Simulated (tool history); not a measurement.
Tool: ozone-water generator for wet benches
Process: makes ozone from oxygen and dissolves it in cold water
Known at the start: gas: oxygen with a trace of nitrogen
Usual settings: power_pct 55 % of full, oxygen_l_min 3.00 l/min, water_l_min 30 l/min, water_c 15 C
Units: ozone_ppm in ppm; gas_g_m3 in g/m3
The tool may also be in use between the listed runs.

| run | hour | power_pct | oxygen_l_min | water_l_min | water_c | ozone_ppm | gas_g_m3 |
|---|---|---|---|---|---|---|---|
| 1 | 0.0 | 55 | 3.00 | 30 | 15 | 9.7 | 204.1 |
| 2 | 54.2 | 55 | 3.00 | 30 | 15 | 9.7 | 203.5 |
| 3 | 129.0 | 55 | 3.00 | 27 | 15 | 10.8 | 202.5 |
| 4 | 174.0 | 55 | 3.00 | 47 | 15 | 5.5 | 204.1 |
| 5 | 270.9 | 55 | 3.00 | 47 | 15 | 5.6 | 201.2 |
| 6 | 344.4 | 55 | 3.00 | 47 | 15 | 5.5 | 205.0 |
| 7 | 425.0 | 55 | 3.00 | 47 | 15 | 5.6 | 203.1 |
| 8 | 522.3 | 55 | 3.00 | 47 | 15 | 5.7 | 202.2 |
| 9 | 614.2 | 55 | 3.00 | 30 | 15 | 9.6 | 204.1 |
| 10 | 689.2 | 55 | 3.35 | 30 | 15 | 10.0 | 197.7 |
| 11 | 735.8 | 55 | 3.35 | 30 | 9 | 10.4 | 198.1 |
| 12 | 810.0 | 55 | 3.35 | 30 | 9 | 10.3 | 199.2 |
|  | 857.8 | contactor cleaned |
| 13 | 893.2 | 55 | 3.00 | 30 | 15 | 9.6 | 205.1 |
| 14 | 991.3 | 55 | 3.00 | 30 | 15 | 9.4 | 204.9 |
| 15 | 1059.8 | 55 | 3.00 | 30 | 15 | 9.6 | 206.3 |
| 16 | 1144.6 | 55 | 3.00 | 30 | 15 | 9.5 | 206.8 |
| 17 | 1247.4 | 62 | 3.00 | 30 | 15 | 10.1 | 220.3 |
| 18 | 1317.7 | 62 | 3.00 | 30 | 15 | 10.1 | 219.1 |
| 19 | 1379.0 | 62 | 3.00 | 30 | 15 | 10.2 | 222.1 |
| 20 | 1464.5 | 55 | 1.93 | 30 | 18 | 7.6 | 239.7 |
| 21 | 1509.8 | 55 | 3.00 | 20 | 15 | 15.1 | 207.8 |
| 22 | 1578.9 | 64 | 2.67 | 30 | 7 | 10.3 | 231.5 |
| 23 | 1645.7 | 70 | 2.49 | 42 | 21 | 6.4 | 249.9 |
| 24 | 1709.4 | 70 | 2.49 | 42 | 21 | 6.4 | 251.8 |
| 25 | 1769.7 | 46 | 3.00 | 30 | 15 | 8.9 | 187.8 |
| 26 | 1858.0 | 55 | 3.00 | 21 | 10 | 14.8 | 208.5 |
| 27 | 1936.5 | 55 | 3.00 | 45 | 9 | 6.1 | 208.2 |
|  | 2009.9 | gauge calibrated |
| 28 | 2010.8 | 55 | 3.00 | 45 | 9 | 6.1 | 201.2 |
| 29 | 2093.9 | 88 | 4.60 | 19 | 10 | 24.6 | 226.5 |

Forecast each of these 3 alternatives for the next run:
| A | 2186.7 | 71 | 4.60 | 19 | 10 | ? | ? |
| B | 2186.7 | 88 | 3.48 | 19 | 14 | ? | ? |
| C | 2186.7 | 55 | 3.00 | 36 | 21 | ? | ? |

| run | ozone_ppm | gas_g_m3 |
|---|---|---|
| A | 21.7 | 200.1 |
| B | 21.3 | 250.4 |
| C | 7.4 | 201.0 |
Without the tool's hidden state the same runs would have given:
| run | ozone_ppm | gas_g_m3 |
|---|---|---|
| A | 21.7 | 199.9 |
| B | 21.4 | 250.2 |
| C | 7.4 | 200.8 |
